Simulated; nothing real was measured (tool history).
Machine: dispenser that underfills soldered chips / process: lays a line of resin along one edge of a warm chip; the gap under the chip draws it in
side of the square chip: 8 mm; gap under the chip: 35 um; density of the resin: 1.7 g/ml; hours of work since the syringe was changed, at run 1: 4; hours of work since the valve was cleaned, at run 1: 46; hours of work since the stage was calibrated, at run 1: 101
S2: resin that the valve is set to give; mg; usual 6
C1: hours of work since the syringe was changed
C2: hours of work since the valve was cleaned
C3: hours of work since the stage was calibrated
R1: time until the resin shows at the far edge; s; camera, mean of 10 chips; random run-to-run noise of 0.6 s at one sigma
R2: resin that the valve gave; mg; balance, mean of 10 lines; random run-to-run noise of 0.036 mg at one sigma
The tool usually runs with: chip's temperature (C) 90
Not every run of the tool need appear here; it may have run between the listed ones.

run 1 hour=0 | chip's_temperature_(C)=90 S2=6 | C1=4 C2=46 C3=101 | R1=66.6 R2=5.76
run 2 hour=4.5 | chip's_temperature_(C)=90 S2=6.36 | C1=7 C2=48 C3=104 | R1=81.9 R2=6.22
-- hour=8.9 new syringe of resin
run 3 hour=12.8 | chip's_temperature_(C)=90 S2=6.36 | C1=2 C2=53 C3=109 | R1=60.2 R2=6.13
run 4 hour=17 | chip's_temperature_(C)=90 S2=6.98 | C1=5 C2=56 C3=112 | R1=71.9 R2=6.8
run 5 hour=21.5 | chip's_temperature_(C)=90 S2=5.55 | C1=8 C2=59 C3=114 | R1=90.4 R2=5.38
-- hour=24.7 new syringe of resin
run 6 hour=27 | chip's_temperature_(C)=90 S2=7.67 | C1=1 C2=62 C3=118 | R1=56.2 R2=7.38
run 7 hour=31.1 | chip's_temperature_(C)=90 S2=7.67 | C1=4 C2=64 C3=120 | R1=66.2 R2=7.4
run 8 hour=37.6 | chip's_temperature_(C)=90 S2=7.67 | C1=8 C2=68 C3=124 | R1=90.2 R2=7.3
-- hour=40.3 new syringe of resin
run 9 hour=46.1 | chip's_temperature_(C)=85 S2=6 | C1=4 C2=74 C3=129 | R1=77.6 R2=5.69
run 10 hour=53.9 | chip's_temperature_(C)=90 S2=6 | C1=8 C2=78 C3=134 | R1=93.5 R2=5.73
-- hour=56 new syringe of resin
run 11 hour=59.9 | chip's_temperature_(C)=85 S2=6 | C1=2 C2=82 C3=138 | R1=70 R2=5.72
run 12 hour=68.1 | chip's_temperature_(C)=85 S2=6 | C1=7 C2=87 C3=143 | R1=97.8 R2=5.64
-- hour=71.4 dispensing valve cleaned and set on the balance
-- hour=72.7 new syringe of resin
run 13 hour=72.9 | chip's_temperature_(C)=90 S2=5.15 | C1=0 C2=1 C3=145 | R1=50.9 R2=5.19
run 14 hour=79.9 | chip's_temperature_(C)=90 S2=6.33 | C1=4 C2=5 C3=149 | R1=68 R2=6.28
run 15 hour=84 | chip's_temperature_(C)=90 S2=7.27 | C1=7 C2=8 C3=152 | R1=81.3 R2=7.25
-- hour=88.2 new syringe of resin
run 16 hour=91.5 | chip's_temperature_(C)=90 S2=6 | C1=2 C2=12 C3=156 | R1=56.9 R2=5.95
run 17 hour=95.4 | chip's_temperature_(C)=84 S2=6 | C1=4 C2=14 C3=158 | R1=80.8 R2=5.91
run 18 hour=100.9 | chip's_temperature_(C)=84 S2=7.67 | C1=8 C2=18 C3=162 | R1=104.1 R2=7.57
-- hour=103.9 new syringe of resin
run 19 hour=107.8 | chip's_temperature_(C)=80 S2=6.82 | C1=2 C2=22 C3=166 | R1=81.8 R2=6.73
run 20 hour=111.6 | chip's_temperature_(C)=80 S2=6.82 | C1=5 C2=24 C3=168 | R1=97.1 R2=6.73
-- hour=119.5 new syringe of resin
run 21 hour=119.5 | chip's_temperature_(C)=76 S2=7.2 | C1=0 C2=29 C3=173 | R1=78.7 R2=7.1
run 22 hour=123.1 | chip's_temperature_(C)=79 S2=7.32 | C1=2 C2=31 C3=175 | R1=82.3 R2=7.15
run 23 hour=131.7 | chip's_temperature_(C)=92 S2=6.57 | C1=8 C2=36 C3=180 | R1=79 R2=6.41
-- hour=135.3 new syringe of resin
run 24 hour=138.5 | chip's_temperature_(C)=99 S2=7.71 | C1=2 C2=40 C3=184 | R1=42.7 R2=7.45
run 25 hour=144 | chip's_temperature_(C)=96 S2=7.49 | C1=5 C2=44 C3=188 | R1=60.1 R2=7.27
run 26 hour=148.1 | chip's_temperature_(C)=90 S2=5.81 | C1=8 C2=46 C3=190 | R1=89.6 R2=5.67
-- hour=151 new syringe of resin
run 27 hour=152.6 | chip's_temperature_(C)=104 S2=7.71 | C1=1 C2=49 C3=193 | R1=34.1 R2=7.46
run 28 hour=157.3 | chip's_temperature_(C)=104 S2=6.36 | C1=4 C2=52 C3=196 | R1=41.3 R2=6.15
run 29 hour=161.2 | chip's_temperature_(C)=97 S2=7.19 | C1=6 C2=54 C3=198 | R1=60.9 R2=6.85
-- hour=166.6 new syringe of resin
run 30 hour=168.4 | chip's_temperature_(C)=97 S2=7.51 | C1=1 C2=58 C3=202 | R1=42.8 R2=7.21
run 31 hour=175.9 | chip's_temperature_(C)=90 S2=5.49 | C1=6 C2=63 C3=207 | R1=77.2 R2=5.31
-- hour=182 new syringe of resin
run 32 hour=182.3 | chip's_temperature_(C)=90 S2=7.57 | C1=0 C2=67 C3=211 | R1=48.9 R2=7.23
run 33 hour=186.9 | chip's_temperature_(C)=91 S2=6.9 | C1=3 C2=70 C3=214 | R1=57.5 R2=6.54
run 34 hour=195.5 | chip's_temperature_(C)=91 S2=6.9 | C1=8 C2=75 C3=219 | R1=84.2 R2=6.51
-- hour=197.8 new syringe of resin
run 35 hour=203.8 | chip's_temperature_(C)=90 S2=5.13 | C1=4 C2=80 C3=224 | R1=65.4 R2=4.83
run 36 hour=212.3 | chip's_temperature_(C)=76 S2=5.36 | C1=9 C2=85 C3=229 | R1=151.5 R2=5.01

Predict each of these 3 candidate next runs independently; none follows another, all start after run 36:
-- hour=213.3 new syringe of resin
run A hour=216.9 | chip's_temperature_(C)=83 S2=6.44 | C1=2 C2=88 C3=232 | R1=? R2=?
-- hour=213.3 new syringe of resin
run B hour=216.9 | chip's_temperature_(C)=78 S2=7.61 | C1=2 C2=88 C3=232 | R1=? R2=?
-- hour=213.3 new syringe of resin
run C hour=216.9 | chip's_temperature_(C)=75 S2=6.46 | C1=2 C2=88 C3=232 | R1=? R2=?

run=A R1=71.4 R2=6.11
run=B R1=83.7 R2=7.18
run=C R1=94.4 R2=6.09
With no hidden state in the tool, these same runs would have given:
run=A R1=65.3 R2=6.48
run=B R1=77 R2=7.62
run=C R1=86.7 R2=6.46
